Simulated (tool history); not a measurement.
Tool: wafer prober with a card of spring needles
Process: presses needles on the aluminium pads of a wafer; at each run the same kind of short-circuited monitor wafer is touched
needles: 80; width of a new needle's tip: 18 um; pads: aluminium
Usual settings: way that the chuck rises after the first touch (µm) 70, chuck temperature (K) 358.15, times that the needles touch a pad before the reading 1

run,hour,way that the chuck rises after the first touch (µm),chuck temperature (K),times that the needles touch a pad before the reading,resistance of one needle with its contact and lead (mohm),way that a needle slides on the pad (µm)
1,0.0,70,358.15,1,323,13.55
# hour 2.0: tips cleaned on abrasive film
2,11.0,70,358.15,1,321,13.54
# hour 21.1: tips cleaned on abrasive film
3,26.8,70,358.15,1,314,13.47
# hour 39.8: tips cleaned on abrasive film
4,48.7,55,358.15,1,343,10.53
# hour 58.6: tips cleaned on abrasive film
5,59.8,70,358.15,1,296,13.43
6,72.4,81,358.15,1,315,15.60
# hour 78.1: tips cleaned on abrasive film
7,86.0,81,358.15,1,309,15.60
# hour 96.7: tips cleaned on abrasive film
8,108.9,70,358.15,1,333,13.40
# hour 116.4: tips cleaned on abrasive film
9,119.7,70,358.15,1,306,13.42
# hour 136.3: tips cleaned on abrasive film
10,142.2,70,358.15,1,314,13.39
# hour 154.8: tips cleaned on abrasive film
11,158.3,70,358.15,1,309,13.38
12,170.8,70,358.15,1,328,13.39
# hour 174.3: tips cleaned on abrasive film
13,191.2,70,358.15,1,333,13.36
# hour 192.8: tips cleaned on abrasive film
# hour 211.6: tips cleaned on abrasive film
14,213.9,88,358.15,1,296,16.83
# hour 231.3: tips cleaned on abrasive film
15,238.4,70,309.15,1,305,13.34
# hour 250.0: tips cleaned on abrasive film
16,251.2,70,316.15,1,285,13.33
# hour 268.8: tips cleaned on abrasive film
17,271.5,70,358.15,1,308,13.28
# hour 288.2: tips cleaned on abrasive film
18,294.4,70,358.15,1,320,13.21
# hour 307.4: tips cleaned on abrasive film
19,316.8,70,358.15,1,319,13.25
# hour 326.7: tips cleaned on abrasive film
20,335.1,52,304.15,2,321,9.71
# hour 346.6: tips cleaned on abrasive film
21,346.6,52,304.15,2,282,9.72
# hour 365.0: tips cleaned on abrasive film
22,366.1,76,396.15,2,299,14.36
23,380.8,80,300.15,3,279,15.16
# hour 385.1: tips cleaned on abrasive film
24,402.0,70,303.15,1,319,13.21
# hour 403.9: tips cleaned on abrasive film
25,421.6,70,358.15,2,314,13.15
# hour 423.1: tips cleaned on abrasive film
26,441.0,79,393.15,2,318,14.91
# hour 442.8: tips cleaned on abrasive film
# hour 462.1: tips cleaned on abrasive film
27,464.8,78,386.15,1,307,14.65
28,475.7,78,386.15,1,333,14.66
# hour 482.2: tips cleaned on abrasive film
29,489.6,59,358.15,1,341,10.93
# hour 500.8: tips cleaned on abrasive film
30,511.8,71,383.15,2,320,13.25
# hour 520.0: tips cleaned on abrasive film
31,535.3,71,383.15,2,323,13.24
# hour 539.4: tips cleaned on abrasive film
32,555.4,53,306.15,1,365,9.76
# hour 557.8: tips cleaned on abrasive film
33,570.7,70,383.15,1,341,13.06

Forecast each of these 3 alternatives for the next run:
# hour 576.8: tips cleaned on abrasive film
A,590.4,60,383.15,1,?,?
# hour 576.8: tips cleaned on abrasive film
B,590.4,70,358.15,3,?,?
# hour 576.8: tips cleaned on abrasive film
C,590.4,83,358.15,2,?,?

run,resistance of one needle with its contact and lead (mohm),way that a needle slides on the pad (µm)
A,364,11.07
B,303,12.98
C,304,15.53
Without the tool's hidden state the same runs would have given:
run,resistance of one needle with its contact and lead (mohm),way that a needle slides on the pad (µm)
A,299,11.68
B,283,13.59
C,281,16.14

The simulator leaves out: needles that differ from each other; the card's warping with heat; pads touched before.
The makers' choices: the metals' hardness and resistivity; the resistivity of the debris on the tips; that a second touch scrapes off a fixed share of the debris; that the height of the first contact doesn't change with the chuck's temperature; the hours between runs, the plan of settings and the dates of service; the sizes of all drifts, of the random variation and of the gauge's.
